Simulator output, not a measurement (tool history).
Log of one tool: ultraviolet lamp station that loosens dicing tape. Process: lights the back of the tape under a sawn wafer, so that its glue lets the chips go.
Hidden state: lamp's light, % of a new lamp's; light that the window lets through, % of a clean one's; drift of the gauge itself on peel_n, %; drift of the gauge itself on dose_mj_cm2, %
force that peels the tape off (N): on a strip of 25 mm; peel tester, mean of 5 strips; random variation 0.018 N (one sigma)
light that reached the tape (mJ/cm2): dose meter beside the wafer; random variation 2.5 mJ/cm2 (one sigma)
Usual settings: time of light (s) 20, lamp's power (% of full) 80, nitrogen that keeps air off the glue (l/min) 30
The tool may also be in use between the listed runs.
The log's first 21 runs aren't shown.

| run | day | time of light (s) | lamp's power (% of full) | nitrogen that keeps air off the glue (l/min) | hours of work of the lamp | hours of work since the window was cleaned | force that peels the tape off (N) | light that reached the tape (mJ/cm2) |
|---|---|---|---|---|---|---|---|---|
| 22 | 8.2 | 21 | 80 | 30 | 281 | 339 | 1.037 | 285 |
| 23 | 8.475 | 21 | 80 | 30 | 284 | 342 | 0.987 | 288 |
| 24 | 8.708 | 10 | 63 | 15 | 287 | 345 | 5.756 | 107 |
| 25 | 9.083 | 10 | 63 | 15 | 292 | 350 | 5.493 | 106 |
| 26 | 9.454 | 19 | 63 | 17 | 297 | 355 | 2.71 | 204 |
| 27 | 9.975 | 19 | 63 | 17 | 303 | 362 | 2.712 | 203 |
| 28 | 10.492 | 25 | 85 | 37 | 310 | 368 | 0.471 | 354 |
| 29 | 10.862 | 35 | 97 | 18 | 315 | 373 | 0.225 | 572 |
| 30 | 11.388 | 35 | 97 | 18 | 322 | 380 | 0.251 | 572 |
| 31 | 11.8 | 35 | 97 | 18 | 327 | 385 | 0.251 | 570 |
| 32 | 12.071 | 20 | 97 | 23 | 330 | 389 | 0.933 | 321 |
| 33 | 12.412 | 20 | 97 | 23 | 335 | 393 | 0.938 | 322 |
| 34 | 12.929 | 33 | 86 | 10 | 341 | 400 | 0.747 | 468 |
| 35 | 13.158 | 12 | 74 | 18 | 344 | 403 | 3.959 | 146 |
| 36 | 13.383 | 35 | 84 | 36 | 347 | 405 | 0.21 | 486 |
| 37 | 13.671 | 35 | 84 | 36 | 351 | 409 | 0.199 | 488 |
| 38 | 14.2 | 20 | 80 | 15 | 358 | 416 | 1.938 | 265 |
| 39 | 14.667 | 20 | 87 | 30 | 364 | 422 | 1.032 | 287 |
| 40 | 15.054 | 11 | 62 | 12 | 369 | 427 | 5.777 | 112 |
| 41 | 15.308 | 20 | 80 | 15 | 372 | 430 | 1.93 | 260 |
| 42 | 15.812 | 20 | 80 | 15 | 378 | 437 | 1.906 | 264 |

Forecast each of these 4 alternatives for the next run:
| A | 16.312 | 20 | 80 | 55 | 385 | 443 | ? | ? |
| B | 16.312 | 20 | 62 | 27 | 385 | 443 | ? | ? |
| C | 16.312 | 13 | 96 | 22 | 385 | 443 | ? | ? |
| D | 16.312 | 12 | 84 | 48 | 385 | 443 | ? | ? |

| run | force that peels the tape off (N) | light that reached the tape (mJ/cm2) |
|---|---|---|
| A | 0.876 | 264 |
| B | 2.17 | 205 |
| C | 2.357 | 207 |
| D | 2.354 | 166 |
Without the tool's hidden state the same runs would have given:
| run | force that peels the tape off (N) | light that reached the tape (mJ/cm2) |
|---|---|---|
| A | 0.579 | 309 |
| B | 1.633 | 240 |
| C | 1.802 | 242 |
| D | 1.793 | 194 |
